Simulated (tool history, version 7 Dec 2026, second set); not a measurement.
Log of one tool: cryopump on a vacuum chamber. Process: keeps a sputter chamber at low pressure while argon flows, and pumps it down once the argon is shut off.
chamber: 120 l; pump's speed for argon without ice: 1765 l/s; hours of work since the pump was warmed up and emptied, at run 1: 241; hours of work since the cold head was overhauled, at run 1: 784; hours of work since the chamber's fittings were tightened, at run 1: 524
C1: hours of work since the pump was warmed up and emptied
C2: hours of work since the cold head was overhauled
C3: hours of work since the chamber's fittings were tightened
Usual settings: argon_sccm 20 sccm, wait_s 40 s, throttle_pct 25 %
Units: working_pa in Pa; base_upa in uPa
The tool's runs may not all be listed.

{"run": 1, "hour": 0.0, "argon_sccm": 20, "wait_s": 40, "throttle_pct": 25, "C1": 241, "C2": 784, "C3": 524, "working_pa": 0.0797, "base_upa": 2.32}
{"run": 2, "hour": 24.9, "argon_sccm": 20, "wait_s": 40, "throttle_pct": 25, "C1": 261, "C2": 804, "C3": 544, "working_pa": 0.0805, "base_upa": 2.34}
{"run": 3, "hour": 46.0, "argon_sccm": 20, "wait_s": 40, "throttle_pct": 25, "C1": 278, "C2": 821, "C3": 561, "working_pa": 0.0812, "base_upa": 2.35}
{"run": 4, "hour": 56.4, "argon_sccm": 20, "wait_s": 40, "throttle_pct": 25, "C1": 287, "C2": 830, "C3": 570, "working_pa": 0.0823, "base_upa": 2.37}
{"run": 5, "hour": 78.3, "argon_sccm": 20, "wait_s": 40, "throttle_pct": 25, "C1": 305, "C2": 848, "C3": 588, "working_pa": 0.0814, "base_upa": 2.41}
{"run": 6, "hour": 100.6, "argon_sccm": 20, "wait_s": 40, "throttle_pct": 25, "C1": 323, "C2": 866, "C3": 606, "working_pa": 0.0809, "base_upa": 2.43}
{"run": 7, "hour": 118.9, "argon_sccm": 20, "wait_s": 40, "throttle_pct": 25, "C1": 338, "C2": 881, "C3": 621, "working_pa": 0.0814, "base_upa": 2.36}
{"run": 8, "hour": 144.9, "argon_sccm": 20, "wait_s": 40, "throttle_pct": 25, "C1": 359, "C2": 902, "C3": 642, "working_pa": 0.0815, "base_upa": 2.52}
{"run": 9, "hour": 164.6, "argon_sccm": 20, "wait_s": 40, "throttle_pct": 25, "C1": 375, "C2": 918, "C3": 658, "working_pa": 0.0825, "base_upa": 2.48}
{"run": 10, "hour": 185.6, "argon_sccm": 20, "wait_s": 56, "throttle_pct": 25, "C1": 392, "C2": 935, "C3": 675, "working_pa": 0.0833, "base_upa": 1.98}
{"run": 11, "hour": 211.2, "argon_sccm": 20, "wait_s": 56, "throttle_pct": 25, "C1": 413, "C2": 956, "C3": 696, "working_pa": 0.0836, "base_upa": 1.97}
{"run": 12, "hour": 228.1, "argon_sccm": 20, "wait_s": 56, "throttle_pct": 25, "C1": 427, "C2": 970, "C3": 710, "working_pa": 0.0837, "base_upa": 2}
{"run": 13, "hour": 238.6, "argon_sccm": 20, "wait_s": 40, "throttle_pct": 19, "C1": 436, "C2": 979, "C3": 719, "working_pa": 0.1088, "base_upa": 2.51}
{"run": 14, "hour": 252.6, "argon_sccm": 11, "wait_s": 23, "throttle_pct": 52, "C1": 447, "C2": 990, "C3": 730, "working_pa": 0.0243, "base_upa": 3.95}
{"run": 15, "hour": 265.7, "argon_sccm": 8, "wait_s": 68, "throttle_pct": 41, "C1": 458, "C2": 1001, "C3": 741, "working_pa": 0.0215, "base_upa": 1.81}
{"run": 16, "hour": 291.7, "argon_sccm": 22, "wait_s": 40, "throttle_pct": 17, "C1": 479, "C2": 1022, "C3": 762, "working_pa": 0.1322, "base_upa": 2.54}
{"run": 17, "hour": 303.7, "argon_sccm": 11, "wait_s": 40, "throttle_pct": 25, "C1": 489, "C2": 1032, "C3": 772, "working_pa": 0.0463, "base_upa": 2.57}
{"run": 18, "hour": 325.8, "argon_sccm": 11, "wait_s": 164, "throttle_pct": 17, "C1": 507, "C2": 1050, "C3": 790, "working_pa": 0.0669, "base_upa": 1.16}
{"run": 19, "hour": 344.1, "argon_sccm": 20, "wait_s": 98, "throttle_pct": 40, "C1": 522, "C2": 1065, "C3": 805, "working_pa": 0.057, "base_upa": 1.55}
{"hour": 357.4, "done": "pump warmed up, emptied and cooled again"}
{"run": 20, "hour": 371.4, "argon_sccm": 16, "wait_s": 85, "throttle_pct": 18, "C1": 11, "C2": 1083, "C3": 823, "working_pa": 0.0845, "base_upa": 1.38}
{"run": 21, "hour": 386.4, "argon_sccm": 22, "wait_s": 85, "throttle_pct": 16, "C1": 24, "C2": 1095, "C3": 835, "working_pa": 0.1311, "base_upa": 1.41}
{"run": 22, "hour": 400.0, "argon_sccm": 20, "wait_s": 152, "throttle_pct": 25, "C1": 35, "C2": 1106, "C3": 846, "working_pa": 0.077, "base_upa": 1.02}
{"run": 23, "hour": 415.0, "argon_sccm": 28, "wait_s": 152, "throttle_pct": 15, "C1": 47, "C2": 1119, "C3": 859, "working_pa": 0.1797, "base_upa": 1.03}
{"run": 24, "hour": 428.3, "argon_sccm": 28, "wait_s": 152, "throttle_pct": 15, "C1": 58, "C2": 1130, "C3": 869, "working_pa": 0.1793, "base_upa": 1.03}
{"run": 25, "hour": 450.4, "argon_sccm": 28, "wait_s": 152, "throttle_pct": 15, "C1": 76, "C2": 1148, "C3": 888, "working_pa": 0.1794, "base_upa": 1.05}

Forecast each of these 4 alternatives for the next run:
{"run": "A", "hour": 468.3, "argon_sccm": 16, "wait_s": 67, "throttle_pct": 42, "C1": 91, "C2": 1162, "C3": 902, "working_pa": "?", "base_upa": "?"}
{"run": "B", "hour": 468.3, "argon_sccm": 20, "wait_s": 30, "throttle_pct": 22, "C1": 91, "C2": 1162, "C3": 902, "working_pa": "?", "base_upa": "?"}
{"run": "C", "hour": 468.3, "argon_sccm": 28, "wait_s": 40, "throttle_pct": 25, "C1": 91, "C2": 1162, "C3": 902, "working_pa": "?", "base_upa": "?"}
{"run": "D", "hour": 468.3, "argon_sccm": 31, "wait_s": 40, "throttle_pct": 25, "C1": 91, "C2": 1162, "C3": 902, "working_pa": "?", "base_upa": "?"}

run=A working_pa=0.0376 base_upa=1.69
run=B working_pa=0.0888 base_upa=3.14
run=C working_pa=0.11 base_upa=2.47
run=D working_pa=0.1207 base_upa=2.48
Without the tool's hidden state the same runs would have given:
run=A working_pa=0.0367 base_upa=1.29
run=B working_pa=0.0876 base_upa=2.73
run=C working_pa=0.1083 base_upa=2.06
run=D working_pa=0.1188 base_upa=2.07
